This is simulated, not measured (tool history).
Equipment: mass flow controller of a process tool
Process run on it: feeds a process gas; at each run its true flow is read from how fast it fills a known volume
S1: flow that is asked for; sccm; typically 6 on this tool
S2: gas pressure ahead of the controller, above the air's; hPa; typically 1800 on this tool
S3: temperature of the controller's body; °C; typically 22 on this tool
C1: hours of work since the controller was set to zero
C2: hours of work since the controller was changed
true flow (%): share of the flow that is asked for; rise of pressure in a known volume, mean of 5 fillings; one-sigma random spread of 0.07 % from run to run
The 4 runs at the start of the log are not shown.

run 5 hour=464.0 | S1=6 S2=1800 S3=22 | C1=770 C2=770 | true_flow_(%)=98.20
run 6 hour=628.9 | S1=6 S2=1800 S3=22 | C1=876 C2=876 | true_flow_(%)=98.15
run 7 hour=782.5 | S1=6 S2=1800 S3=22 | C1=974 C2=974 | true_flow_(%)=98.02
run 8 hour=857.2 | S1=6 S2=1800 S3=22 | C1=1022 C2=1022 | true_flow_(%)=98.15
run 9 hour=943.2 | S1=6 S2=1800 S3=22 | C1=1077 C2=1077 | true_flow_(%)=98.11
run 10 hour=1041.2 | S1=6 S2=1800 S3=22 | C1=1140 C2=1140 | true_flow_(%)=97.98
run 11 hour=1111.6 | S1=6 S2=1800 S3=22 | C1=1185 C2=1185 | true_flow_(%)=98.00
run 12 hour=1196.1 | S1=6 S2=1800 S3=22 | C1=1239 C2=1239 | true_flow_(%)=98.03
run 13 hour=1279.7 | S1=6 S2=1800 S3=22 | C1=1293 C2=1293 | true_flow_(%)=97.97
run 14 hour=1392.4 | S1=6 S2=1800 S3=22 | C1=1365 C2=1365 | true_flow_(%)=98.19
run 15 hour=1508.9 | S1=6 S2=1800 S3=22 | C1=1440 C2=1440 | true_flow_(%)=98.13
run 16 hour=1671.0 | S1=6 S2=1800 S3=22 | C1=1544 C2=1544 | true_flow_(%)=98.09
run 17 hour=1741.9 | S1=6 S2=1800 S3=36 | C1=1589 C2=1589 | true_flow_(%)=96.96
run 18 hour=1883.5 | S1=6 S2=1800 S3=36 | C1=1680 C2=1680 | true_flow_(%)=96.83
run 19 hour=1988.7 | S1=6 S2=2210 S3=22 | C1=1748 C2=1748 | true_flow_(%)=97.91
run 20 hour=2081.7 | S1=6 S2=2400 S3=22 | C1=1807 C2=1807 | true_flow_(%)=97.94
run 21 hour=2192.7 | S1=6 S2=2400 S3=22 | C1=1879 C2=1879 | true_flow_(%)=97.70
run 22 hour=2314.9 | S1=6 S2=1800 S3=31 | C1=1957 C2=1957 | true_flow_(%)=97.29
run 23 hour=2443.1 | S1=6 S2=1800 S3=31 | C1=2039 C2=2039 | true_flow_(%)=97.47
run 24 hour=2606.2 | S1=6 S2=1800 S3=32 | C1=2144 C2=2144 | true_flow_(%)=97.19
run 25 hour=2698.7 | S1=6 S2=1800 S3=32 | C1=2203 C2=2203 | true_flow_(%)=97.34
run 26 hour=2837.4 | S1=6 S2=1800 S3=32 | C1=2292 C2=2292 | true_flow_(%)=97.26
run 27 hour=2921.5 | S1=6 S2=1800 S3=32 | C1=2346 C2=2346 | true_flow_(%)=97.33

Forecast run 28:
run 28 hour=2997.1 | S1=6 S2=1800 S3=32 | C1=2394 C2=2394 | true_flow_(%)=?

Run 28 gave true flow (%) 97.40.
Were there no unlogged condition in the tool, this run, its random variation unchanged, would have produced true flow (%) 97.40.

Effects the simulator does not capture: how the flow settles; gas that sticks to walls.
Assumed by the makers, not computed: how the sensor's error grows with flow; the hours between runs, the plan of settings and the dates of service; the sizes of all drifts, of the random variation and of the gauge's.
